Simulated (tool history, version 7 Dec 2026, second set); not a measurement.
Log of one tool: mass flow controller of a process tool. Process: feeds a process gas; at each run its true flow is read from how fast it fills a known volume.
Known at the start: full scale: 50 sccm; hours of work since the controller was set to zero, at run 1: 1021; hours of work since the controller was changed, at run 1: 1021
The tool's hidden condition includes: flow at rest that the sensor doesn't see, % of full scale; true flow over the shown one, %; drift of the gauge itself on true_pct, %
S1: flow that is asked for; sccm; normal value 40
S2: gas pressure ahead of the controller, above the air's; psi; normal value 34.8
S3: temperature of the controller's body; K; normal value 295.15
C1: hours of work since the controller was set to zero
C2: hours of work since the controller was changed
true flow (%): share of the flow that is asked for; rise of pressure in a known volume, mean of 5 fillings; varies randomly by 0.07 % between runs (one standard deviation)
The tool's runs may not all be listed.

Run 1, day 0: usual settings; C1 1021; C2 1021. Result: true flow (%) 99.19.
Run 2, day 1.729: usual settings but S1 35 sccm; C1 1047; C2 1047. Result: true flow (%) 99.08.
Run 3, day 3.871: usual settings but S1 35 sccm, S3 310.15 K; C1 1078; C2 1078. Result: true flow (%) 99.34.
Run 4, day 5.704: usual settings but S1 35 sccm, S2 36.5 psi, S3 310.15 K; C1 1105; C2 1105. Result: true flow (%) 99.38.
Run 5, day 7.342: usual settings; C1 1130; C2 1130. Result: true flow (%) 99.38.
Run 6, day 10.875: usual settings; C1 1182; C2 1182. Result: true flow (%) 99.3.
Run 7, day 12.908: usual settings; C1 1212; C2 1212. Result: true flow (%) 99.45.
Run 8, day 14.692: usual settings; C1 1238; C2 1238. Result: true flow (%) 99.25.
Run 9, day 16.308: usual settings; C1 1262; C2 1262. Result: true flow (%) 99.26.
Run 10, day 19.167: usual settings; C1 1304; C2 1304. Result: true flow (%) 99.33.
Run 11, day 22.217: usual settings; C1 1349; C2 1349. Result: true flow (%) 99.33.
Run 12, day 23.983: usual settings; C1 1375; C2 1375. Result: true flow (%) 99.25.
Run 13, day 27.162: usual settings; C1 1422; C2 1422. Result: true flow (%) 99.35.
Run 14, day 30.621: usual settings; C1 1473; C2 1473. Result: true flow (%) 99.38.
Run 15, day 33.725: usual settings; C1 1519; C2 1519. Result: true flow (%) 99.34.
Run 16, day 37.2: usual settings; C1 1570; C2 1570. Result: true flow (%) 99.48.
Run 17, day 41.162: usual settings but S3 306.15 K; C1 1629; C2 1629. Result: true flow (%) 99.55.
Run 18, day 42.925: usual settings but S3 306.15 K; C1 1655; C2 1655. Result: true flow (%) 99.54.
Run 19, day 46.525: usual settings; C1 1708; C2 1708. Result: true flow (%) 99.39.
Run 20, day 48.879: usual settings; C1 1743; C2 1743. Result: true flow (%) 99.28.
At day 49.233: controller's zero set anew.
Run 21, day 52.896: usual settings but S1 46 sccm; C1 54; C2 1802. Result: true flow (%) 99.58.
Run 22, day 54.879: usual settings but S1 46 sccm; C1 83; C2 1831. Result: true flow (%) 99.64.
At day 56.033: controller's zero set anew, once more.
Run 23, day 57.954: usual settings but S1 18 sccm, S2 31.5 psi, S3 308.15 K; C1 28; C2 1876. Result: true flow (%) 98.84.
Run 24, day 60.892: usual settings but S1 29 sccm, S2 32.6 psi, S3 294.15 K; C1 72; C2 1920. Result: true flow (%) 99.17.
Run 25, day 62.762: usual settings but S1 29 sccm, S2 32.6 psi, S3 294.15 K; C1 99; C2 1947. Result: true flow (%) 99.01.
Run 26, day 66.775: usual settings but S1 29 sccm, S2 32.6 psi, S3 294.15 K; C1 159; C2 2007. Result: true flow (%) 99.06.
Run 27, day 69.283: usual settings but S1 19 sccm, S2 37.3 psi, S3 305.15 K; C1 196; C2 2044. Result: true flow (%) 98.73.
Run 28, day 71.371: usual settings but S1 11 sccm, S2 20.9 psi, S3 305.15 K; C1 226; C2 2074. Result: true flow (%) 98.69.
Run 29, day 74.162: usual settings but S1 7 sccm, S2 37.3 psi; C1 268; C2 2116. Result: true flow (%) 97.68.
Run 30, day 76.304: usual settings but S1 10 sccm; C1 299; C2 2147. Result: true flow (%) 98.06.
Run 31, day 80.15: usual settings but S1 10 sccm; C1 356; C2 2204. Result: true flow (%) 98.
Run 32, day 82.354: usual settings but S1 31 sccm, S2 21.3 psi; C1 389; C2 2237. Result: true flow (%) 99.38.
Run 33, day 84.892: usual settings but S1 8 sccm, S2 30.6 psi, S3 309.15 K; C1 426; C2 2274. Result: true flow (%) 98.16.
Run 34, day 86.875: usual settings but S3 304.15 K; C1 455; C2 2303. Result: true flow (%) 99.76.
Run 35, day 90.7: usual settings but S2 25.8 psi; C1 512; C2 2360. Result: true flow (%) 99.71.
Run 36, day 94.329: usual settings but S1 18 sccm, S2 30 psi, S3 296.15 K; C1 566; C2 2414. Result: true flow (%) 98.7.
Run 37, day 96.375: usual settings but S1 7 sccm, S2 39 psi; C1 596; C2 2444. Result: true flow (%) 97.64.
Run 38, day 98.042: usual settings but S1 7 sccm, S2 39 psi; C1 620; C2 2468. Result: true flow (%) 97.5.
Run 39, day 101.054: usual settings but S1 48 sccm, S2 21.6 psi, S3 297.15 K; C1 665; C2 2513. Result: true flow (%) 100.21.
Run 40, day 104.142: usual settings but S1 48 sccm, S2 21.6 psi, S3 297.15 K; C1 710; C2 2558. Result: true flow (%) 100.3.

Some steps in true flow (%), run to run, broken into two amounts with sign: the step expected even without the hidden condition (settings, incoming material, random variation), and the rest, left for the hidden condition together with whatever gauge scatter is not in both the measured and the hidden-condition-free result:
Run 31 -> 32: S1 10 -> 31, S2 34.8 -> 21.3. true flow (%) +1.38: hidden state +0.26, all else +1.12.
Run 33 -> 34: S1 8 -> 40, S2 30.6 -> 34.8, S3 309.15 -> 304.15. true flow (%) +1.6: hidden state +0.38, all else +1.22.
Run 36 -> 37: S1 18 -> 7, S2 30 -> 39, S3 296.15 -> 295.15. true flow (%) -1.06: hidden state -0.37, all else -0.69.
Run 38 -> 39: S1 7 -> 48, S2 39 -> 21.6, S3 295.15 -> 297.15. true flow (%) +2.71: hidden state +0.55, all else +2.16.
